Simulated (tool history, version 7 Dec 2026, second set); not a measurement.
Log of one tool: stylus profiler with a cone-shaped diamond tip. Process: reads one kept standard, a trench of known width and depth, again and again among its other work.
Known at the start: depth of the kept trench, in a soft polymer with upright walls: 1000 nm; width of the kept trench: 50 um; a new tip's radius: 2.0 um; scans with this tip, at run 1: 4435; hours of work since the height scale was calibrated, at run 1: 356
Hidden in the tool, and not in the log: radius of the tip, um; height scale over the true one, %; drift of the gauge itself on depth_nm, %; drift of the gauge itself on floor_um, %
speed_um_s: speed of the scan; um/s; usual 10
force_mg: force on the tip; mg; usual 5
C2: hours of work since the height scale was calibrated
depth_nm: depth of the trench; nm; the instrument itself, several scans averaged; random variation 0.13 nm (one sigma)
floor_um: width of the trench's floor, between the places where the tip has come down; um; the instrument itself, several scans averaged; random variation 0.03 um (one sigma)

{"run": 1, "hour": 0.0, "speed_um_s": 10, "force_mg": 5, "scans with this tip": 4435, "C2": 356, "depth_nm": 1010.18, "floor_um": 45.66}
{"run": 2, "hour": 53.9, "speed_um_s": 10, "force_mg": 5, "scans with this tip": 4894, "C2": 393, "depth_nm": 1010.15, "floor_um": 45.51}
{"run": 3, "hour": 83.1, "speed_um_s": 10, "force_mg": 5, "scans with this tip": 5142, "C2": 413, "depth_nm": 1010.32, "floor_um": 45.48}
{"run": 4, "hour": 128.2, "speed_um_s": 10, "force_mg": 5, "scans with this tip": 5525, "C2": 444, "depth_nm": 1010.13, "floor_um": 45.46}
{"run": 5, "hour": 154.2, "speed_um_s": 10, "force_mg": 14.74, "scans with this tip": 5747, "C2": 461, "depth_nm": 1021.86, "floor_um": 45.39}
{"run": 6, "hour": 184.2, "speed_um_s": 10, "force_mg": 14.74, "scans with this tip": 6002, "C2": 482, "depth_nm": 1021.75, "floor_um": 45.39}
{"run": 7, "hour": 226.2, "speed_um_s": 10, "force_mg": 5, "scans with this tip": 6359, "C2": 511, "depth_nm": 1010.03, "floor_um": 45.32}
{"run": 8, "hour": 284.1, "speed_um_s": 3, "force_mg": 5, "scans with this tip": 6851, "C2": 550, "depth_nm": 1009.83, "floor_um": 45.25}
{"run": 9, "hour": 328.9, "speed_um_s": 10, "force_mg": 3.65, "scans with this tip": 7232, "C2": 581, "depth_nm": 1007.87, "floor_um": 45.17}
{"run": 10, "hour": 360.4, "speed_um_s": 9, "force_mg": 3.65, "scans with this tip": 7500, "C2": 602, "depth_nm": 1007.62, "floor_um": 45.15}
{"run": 11, "hour": 392.0, "speed_um_s": 10, "force_mg": 5, "scans with this tip": 7768, "C2": 624, "depth_nm": 1009.68, "floor_um": 45.12}
{"run": 12, "hour": 434.8, "speed_um_s": 4, "force_mg": 5, "scans with this tip": 8133, "C2": 653, "depth_nm": 1009.82, "floor_um": 45.03}
{"run": 13, "hour": 482.6, "speed_um_s": 14, "force_mg": 5, "scans with this tip": 8539, "C2": 686, "depth_nm": 1009.93, "floor_um": 44.97}
{"run": 14, "hour": 514.5, "speed_um_s": 6, "force_mg": 5, "scans with this tip": 8811, "C2": 707, "depth_nm": 1009.63, "floor_um": 44.99}
{"run": 15, "hour": 569.8, "speed_um_s": 6, "force_mg": 5, "scans with this tip": 9280, "C2": 745, "depth_nm": 1009.43, "floor_um": 44.87}
{"run": 16, "hour": 628.9, "speed_um_s": 6, "force_mg": 5, "scans with this tip": 9783, "C2": 785, "depth_nm": 1009.44, "floor_um": 44.82}
{"run": 17, "hour": 674.2, "speed_um_s": 6, "force_mg": 5, "scans with this tip": 10169, "C2": 816, "depth_nm": 1009.7, "floor_um": 44.77}
{"run": 18, "hour": 708.5, "speed_um_s": 6, "force_mg": 10.66, "scans with this tip": 10460, "C2": 840, "depth_nm": 1016.4, "floor_um": 44.72}
{"run": 19, "hour": 756.9, "speed_um_s": 9, "force_mg": 5, "scans with this tip": 10871, "C2": 873, "depth_nm": 1009.59, "floor_um": 44.7}
{"hour": 769.5, "done": "height scale calibrated on a step standard"}
{"run": 20, "hour": 794.3, "speed_um_s": 9, "force_mg": 5, "scans with this tip": 11186, "C2": 17, "depth_nm": 1010.76, "floor_um": 44.57}
{"run": 21, "hour": 854.4, "speed_um_s": 10, "force_mg": 5, "scans with this tip": 11697, "C2": 58, "depth_nm": 1010.62, "floor_um": 44.57}
{"run": 22, "hour": 888.4, "speed_um_s": 10, "force_mg": 5, "scans with this tip": 11985, "C2": 81, "depth_nm": 1010.72, "floor_um": 44.54}
{"run": 23, "hour": 925.4, "speed_um_s": 10, "force_mg": 5, "scans with this tip": 12300, "C2": 106, "depth_nm": 1010.48, "floor_um": 44.46}
{"run": 24, "hour": 960.4, "speed_um_s": 10, "force_mg": 5, "scans with this tip": 12598, "C2": 130, "depth_nm": 1010.8, "floor_um": 44.43}
{"run": 25, "hour": 1010.3, "speed_um_s": 10, "force_mg": 5, "scans with this tip": 13022, "C2": 164, "depth_nm": 1010.79, "floor_um": 44.38}
{"run": 26, "hour": 1039.3, "speed_um_s": 28, "force_mg": 2.46, "scans with this tip": 13269, "C2": 184, "depth_nm": 1006.44, "floor_um": 44.29}
{"run": 27, "hour": 1094.6, "speed_um_s": 28, "force_mg": 2.46, "scans with this tip": 13739, "C2": 222, "depth_nm": 1006.04, "floor_um": 44.23}
{"run": 28, "hour": 1142.0, "speed_um_s": 28, "force_mg": 2.46, "scans with this tip": 14143, "C2": 254, "depth_nm": 1006.14, "floor_um": 44.15}
{"run": 29, "hour": 1172.0, "speed_um_s": 2, "force_mg": 3.17, "scans with this tip": 14398, "C2": 275, "depth_nm": 1007.44, "floor_um": 44.3}
{"run": 30, "hour": 1208.7, "speed_um_s": 24, "force_mg": 2.06, "scans with this tip": 14709, "C2": 300, "depth_nm": 1005.38, "floor_um": 44.09}
{"run": 31, "hour": 1241.1, "speed_um_s": 24, "force_mg": 8.51, "scans with this tip": 14985, "C2": 322, "depth_nm": 1015.03, "floor_um": 44.16}
{"run": 32, "hour": 1266.2, "speed_um_s": 4, "force_mg": 9.26, "scans with this tip": 15199, "C2": 339, "depth_nm": 1015.86, "floor_um": 44.13}
{"run": 33, "hour": 1316.7, "speed_um_s": 10, "force_mg": 6.71, "scans with this tip": 15628, "C2": 374, "depth_nm": 1012.56, "floor_um": 44.1}
{"run": 34, "hour": 1347.6, "speed_um_s": 2, "force_mg": 1.97, "scans with this tip": 15890, "C2": 395, "depth_nm": 1004.98, "floor_um": 44.02}
{"run": 35, "hour": 1384.5, "speed_um_s": 2, "force_mg": 7.74, "scans with this tip": 16204, "C2": 420, "depth_nm": 1013.65, "floor_um": 44.02}
{"run": 36, "hour": 1414.3, "speed_um_s": 2, "force_mg": 7.74, "scans with this tip": 16458, "C2": 440, "depth_nm": 1013.81, "floor_um": 43.99}
{"run": 37, "hour": 1440.0, "speed_um_s": 6, "force_mg": 8.67, "scans with this tip": 16677, "C2": 458, "depth_nm": 1014.98, "floor_um": 43.91}
{"run": 38, "hour": 1467.2, "speed_um_s": 38, "force_mg": 8.67, "scans with this tip": 16908, "C2": 476, "depth_nm": 1014.89, "floor_um": 43.82}
{"run": 39, "hour": 1495.4, "speed_um_s": 6, "force_mg": 4, "scans with this tip": 17147, "C2": 496, "depth_nm": 1008.29, "floor_um": 43.9}
{"run": 40, "hour": 1523.7, "speed_um_s": 6, "force_mg": 6.82, "scans with this tip": 17388, "C2": 515, "depth_nm": 1012.08, "floor_um": 43.88}
{"run": 41, "hour": 1558.0, "speed_um_s": 6, "force_mg": 6.82, "scans with this tip": 17680, "C2": 538, "depth_nm": 1012.6, "floor_um": 43.88}
{"run": 42, "hour": 1597.4, "speed_um_s": 2, "force_mg": 4.55, "scans with this tip": 18015, "C2": 565, "depth_nm": 1008.99, "floor_um": 43.84}
{"run": 43, "hour": 1647.1, "speed_um_s": 9, "force_mg": 5.82, "scans with this tip": 18437, "C2": 599, "depth_nm": 1010.97, "floor_um": 43.72}
{"run": 44, "hour": 1685.1, "speed_um_s": 9, "force_mg": 5.82, "scans with this tip": 18761, "C2": 625, "depth_nm": 1010.91, "floor_um": 43.69}
{"run": 45, "hour": 1711.7, "speed_um_s": 10, "force_mg": 9.72, "scans with this tip": 18987, "C2": 643, "depth_nm": 1015.8, "floor_um": 43.68}
{"run": 46, "hour": 1769.2, "speed_um_s": 10, "force_mg": 9.72, "scans with this tip": 19476, "C2": 683, "depth_nm": 1015.95, "floor_um": 43.62}
{"run": 47, "hour": 1825.6, "speed_um_s": 3, "force_mg": 2.3, "scans with this tip": 19956, "C2": 721, "depth_nm": 1005.31, "floor_um": 43.54}

Measured less the same run without the tool's hidden state. The same run-to-run variation is in both; the gauge's scatter may not be:
run=1 depth_nm=-0.75 floor_um=-0.87
run=2 depth_nm=-0.81 floor_um=-0.96
run=3 depth_nm=-0.84 floor_um=-0.99
run=4 depth_nm=-0.9 floor_um=-1.05
run=5 depth_nm=-0.94 floor_um=-1.09
run=6 depth_nm=-0.97 floor_um=-1.12
run=7 depth_nm=-1 floor_um=-1.18
run=8 depth_nm=-1.07 floor_um=-1.25
run=9 depth_nm=-1.13 floor_um=-1.31
run=10 depth_nm=-1.16 floor_um=-1.35
run=11 depth_nm=-1.2 floor_um=-1.39
run=12 depth_nm=-1.25 floor_um=-1.45
run=13 depth_nm=-1.31 floor_um=-1.5
run=14 depth_nm=-1.35 floor_um=-1.54
run=15 depth_nm=-1.41 floor_um=-1.61
run=16 depth_nm=-1.47 floor_um=-1.67
run=17 depth_nm=-1.53 floor_um=-1.73
run=18 depth_nm=-1.58 floor_um=-1.77
run=19 depth_nm=-1.62 floor_um=-1.83
run=20 depth_nm=-0.28 floor_um=-1.87
run=21 depth_nm=-0.34 floor_um=-1.93
run=22 depth_nm=-0.39 floor_um=-1.97
run=23 depth_nm=-0.43 floor_um=-2.01
run=24 depth_nm=-0.46 floor_um=-2.05
run=25 depth_nm=-0.52 floor_um=-2.1
run=26 depth_nm=-0.56 floor_um=-2.14
run=27 depth_nm=-0.63 floor_um=-2.2
run=28 depth_nm=-0.68 floor_um=-2.24
run=29 depth_nm=-0.71 floor_um=-2.28
run=30 depth_nm=-0.75 floor_um=-2.31
run=31 depth_nm=-0.79 floor_um=-2.34
run=32 depth_nm=-0.82 floor_um=-2.37
run=33 depth_nm=-0.88 floor_um=-2.42
run=34 depth_nm=-0.91 floor_um=-2.45
run=35 depth_nm=-0.96 floor_um=-2.5
run=36 depth_nm=-1 floor_um=-2.53
run=37 depth_nm=-1.02 floor_um=-2.55
run=38 depth_nm=-1.06 floor_um=-2.58
run=39 depth_nm=-1.09 floor_um=-2.61
run=40 depth_nm=-1.12 floor_um=-2.64
run=41 depth_nm=-1.17 floor_um=-2.68
run=42 depth_nm=-1.21 floor_um=-2.72
run=43 depth_nm=-1.26 floor_um=-2.77
run=44 depth_nm=-1.31 floor_um=-2.8
run=45 depth_nm=-1.34 floor_um=-2.82
run=46 depth_nm=-1.41 floor_um=-2.87
run=47 depth_nm=-1.46 floor_um=-2.94
